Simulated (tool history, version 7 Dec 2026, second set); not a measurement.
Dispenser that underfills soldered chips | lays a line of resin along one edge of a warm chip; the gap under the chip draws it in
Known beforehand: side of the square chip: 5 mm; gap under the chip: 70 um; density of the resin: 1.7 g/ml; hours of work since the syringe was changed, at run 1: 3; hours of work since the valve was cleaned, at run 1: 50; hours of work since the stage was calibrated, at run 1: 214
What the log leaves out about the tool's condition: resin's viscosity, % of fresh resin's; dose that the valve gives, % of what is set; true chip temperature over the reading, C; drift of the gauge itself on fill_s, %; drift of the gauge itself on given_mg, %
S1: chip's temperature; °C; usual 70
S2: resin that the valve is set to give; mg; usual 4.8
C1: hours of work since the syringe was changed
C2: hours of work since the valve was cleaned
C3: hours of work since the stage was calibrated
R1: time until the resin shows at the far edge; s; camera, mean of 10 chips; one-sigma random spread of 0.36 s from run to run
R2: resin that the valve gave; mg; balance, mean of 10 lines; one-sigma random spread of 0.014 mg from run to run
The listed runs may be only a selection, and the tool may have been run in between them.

run,hour,S1,S2,C1,C2,C3,R1,R2
1,0,70,4.8,3,50,214,26.9,4.69
2,6.1,70,4.8,8,54,219,39.9,4.7
# hour 7.8: new syringe of resin
3,14.3,70,4.8,5,60,225,30.1,4.72
# hour 20.2: new syringe of resin
4,20.5,70,5.38,0,64,229,19.5,5.23
5,24,78,4.8,3,67,232,19.5,4.67
# hour 30.7: dispensing valve cleaned and set on the balance
6,31.1,70,4.84,7,0,236,36.8,4.83
# hour 33.6: new syringe of resin
7,38.2,70,6,3,5,241,25.8,5.95
# hour 46.2: new syringe of resin
8,46.9,70,6,0,11,247,19.6,5.97
9,51.3,70,6,4,15,250,27,5.95
10,56.8,70,6,8,19,255,38.5,5.96
# hour 58.7: new syringe of resin
11,62.4,70,4.8,3,23,258,24.7,4.76
12,65.8,70,5.5,5,25,261,30.6,5.42
13,70,70,5.5,8,28,264,40.3,5.43
# hour 71.5: new syringe of resin
14,77.6,70,5.5,4,34,269,28.5,5.41
15,82.3,70,5.5,8,37,273,39.9,5.38
# hour 84: new syringe of resin
16,86.2,75,4.8,2,40,276,19.6,4.72
17,93.2,75,4.8,7,45,281,30.7,4.7
# hour 96.8: new syringe of resin
18,97.9,70,4.8,1,48,284,21,4.7
19,103.8,70,4.86,5,53,288,30.8,4.75
# hour 109.1: new syringe of resin
20,110.8,58,6.2,1,57,293,32.1,6.02
21,117.2,72,4.66,6,62,298,31.2,4.55
# hour 121.5: new syringe of resin
22,123.6,57,6.02,2,67,302,33.2,5.85
# hour 130.7: dispensing valve cleaned and set on the balance
23,132.4,57,6.02,7,1,308,55.4,6.02
# hour 134.8: new syringe of resin
24,140.2,57,6.02,4,7,314,42.7,5.98
25,146.4,80,5.38,9,11,318,30.5,5.36
# hour 147.4: new syringe of resin
26,152.9,57,4.2,4,16,323,43.3,4.16
# hour 159.9: new syringe of resin
27,161.4,82,5.68,1,22,329,15,5.62
28,168,82,5.68,6,27,334,23.5,5.61
# hour 172.1: new syringe of resin
29,174.5,67,5.68,2,31,338,24.8,5.62
30,180.7,67,5.19,6,36,343,36.6,5.12
# hour 184.6: new syringe of resin
31,185.5,69,4.32,1,39,346,21.3,4.25
32,193.1,69,4.32,6,45,352,34.5,4.26
# hour 197: new syringe of resin
33,198.8,70,5.34,1,49,356,21.3,5.25
34,206.2,70,5.34,7,54,361,35.5,5.2
# hour 209.3: new syringe of resin
35,211.1,61,5.6,1,58,365,28.3,5.48

Branching from run 35: 5 alternative next runs. What would each branch give?
A,219.1,61,5.48,7,64,371,?,?
B,219.1,70,6.15,7,64,371,?,?
C,219.1,67,5.88,7,64,371,?,?
D,219.1,80,4.31,7,64,371,?,?
E,219.1,55,4.11,7,64,371,?,?

run,R1,R2
A,47.8,5.33
B,36.5,5.99
C,38.4,5.76
D,27.1,4.2
E,61.4,3.99
Without the tool's hidden state the same runs would have given:
run,R1,R2
A,26.4,5.48
B,20.4,6.14
C,20.9,5.91
D,14.8,4.31
E,33.6,4.1
